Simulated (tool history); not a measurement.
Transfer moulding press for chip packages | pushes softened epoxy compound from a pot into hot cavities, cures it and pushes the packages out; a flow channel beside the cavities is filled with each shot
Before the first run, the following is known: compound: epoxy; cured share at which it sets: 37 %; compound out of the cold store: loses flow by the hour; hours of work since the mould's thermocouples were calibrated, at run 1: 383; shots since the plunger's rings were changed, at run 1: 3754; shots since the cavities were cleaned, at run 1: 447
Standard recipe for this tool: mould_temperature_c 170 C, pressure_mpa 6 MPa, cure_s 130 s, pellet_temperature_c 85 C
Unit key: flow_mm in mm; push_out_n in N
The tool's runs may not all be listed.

run   hour  mould_temperature_c  pressure_mpa  cure_s  pellet_temperature_c  hours of work since the mould's thermocouples were calibrated  shots since the plunger's rings were changed  shots since the cavities were cleaned  incoming compound's hours out of the cold store  flow_mm  push_out_n
  1      0                  170             6     130                    85                                                            383                                          3754                                    447                                             45.1      566         382
  2   25.5                  170             6     156                    85                                                            399                                          4001                                    694                                             23.1      608         426
      29.9  -- cavities cleaned with cleaning compound and waxed
  3   46.5                  170             6     156                    85                                                            411                                          4189                                    160                                             25.6      603         308
  4   81.9                  170             6     130                    85                                                            433                                          4532                                    503                                             14.6      624         404
     104.6  -- cavities cleaned with cleaning compound and waxed
  5  115.3                  170             6     130                    85                                                            452                                          4840                                    103                                               46      556         309
  6  133.7                  170             6     130                    85                                                            464                                          5019                                    282                                             10.6      633         349
     164.3  -- plunger's sealing rings changed
  7  169.4                  170             6     130                    82                                                            484                                            50                                    603                                             42.3      591         415
     183.4  -- cavities cleaned with cleaning compound and waxed
  8  197.5                  170             6     130                    82                                                            500                                           307                                    136                                             30.9      614         334
  9  221.9                  170             6     130                    82                                                            515                                           543                                    372                                             30.3      614         376
     257.4  -- cavities cleaned with cleaning compound and waxed
 10  262.8                  170             6     130                    82                                                            540                                           924                                     52                                             20.3      635         274
 11  297.7                  170             6     130                    82                                                            561                                          1262                                    390                                             35.6      600         370
 12  328.9                  170             6     130                    85                                                            580                                          1564                                    692                                             10.8      651         440
     334.3  -- cavities cleaned with cleaning compound and waxed
 13  366.7                  170             6     130                    85                                                            602                                          1914                                    312                                               48      572         354
 14  392.6                  170             6     130                    85                                                            618                                          2165                                    563                                             45.9      574         400
       410  -- cavities cleaned with cleaning compound and waxed
 15  435.1                  170             6     130                    85                                                            643                                          2561                                    242                                             41.6      577         326
 16  460.4                  170             6     130                    85                                                            659                                          2807                                    488                                             20.3      620         387
     485.1  -- cavities cleaned with cleaning compound and waxed
 17  495.6                  170             6     146                    93                                                            680                                          3132                                    102                                             46.1      568         302
 18    531                  170             6     146                    93                                                            701                                          3474                                    444                                             26.1      604         368
 19  554.3                  170             6     146                    93                                                            716                                          3700                                    670                                             45.3      566         403
     559.3  -- cavities cleaned with cleaning compound and waxed
 20  581.3                  170             6     122                    85                                                            731                                          3946                                    212                                             31.9      591         343
 21  621.3                  170             6     162                    85                                                            756                                          4333                                    599                                             24.7      604         381
     633.5  -- cavities cleaned with cleaning compound and waxed
 22  663.2                  170          4.66     162                    76                                                            781                                          4724                                    287                                               35      510         343
 23  682.9                  170          4.66     140                    76                                                            793                                          4915                                    478                                             27.1      524         398
     709.2  -- cavities cleaned with cleaning compound and waxed
 24  720.7                  173           5.7     147                    80                                                            815                                          5266                                    111                                             34.7      557         287
       726  -- plunger's sealing rings changed
 25  741.7                  169          5.25     147                    80                                                            827                                           153                                    290                                             34.2      566         344
 26  768.8                  170          5.24     130                    78                                                            843                                           414                                    551                                             18.4      593         402
     788.5  -- cavities cleaned with cleaning compound and waxed
 27    793                  170             6     166                    84                                                            857                                           634                                     43                                             28.1      613         270

Branching from run 27: 5 alternative next runs. What would each branch give?
       820  -- mould's thermocouples calibrated
  A  831.3                  170             6     134                    79                                                              7                                           985                                    394                                             46.4        ?           ?
       820  -- mould's thermocouples calibrated
  B  831.3                  170           6.7     130                    85                                                              7                                           985                                    394                                             45.4        ?           ?
       820  -- mould's thermocouples calibrated
  C  831.3                  170             6     164                    91                                                              7                                           985                                    394                                             39.3        ?           ?
       820  -- mould's thermocouples calibrated
  D  831.3                  176             6     163                    88                                                              7                                           985                                    394                                             42.6        ?           ?
       820  -- mould's thermocouples calibrated
  E  831.3                  170           6.3     166                    82                                                              7                                           985                                    394                                             30.4        ?           ?

run  flow_mm  push_out_n
  A      578         383
  B      614         370
  C      590         345
  D      570         351
  E      625         352
Without the tool's unlogged condition, the same runs would have read:
run  flow_mm  push_out_n
  A      585         282
  B      622         269
  C      596         252
  D      577         257
  E      632         258
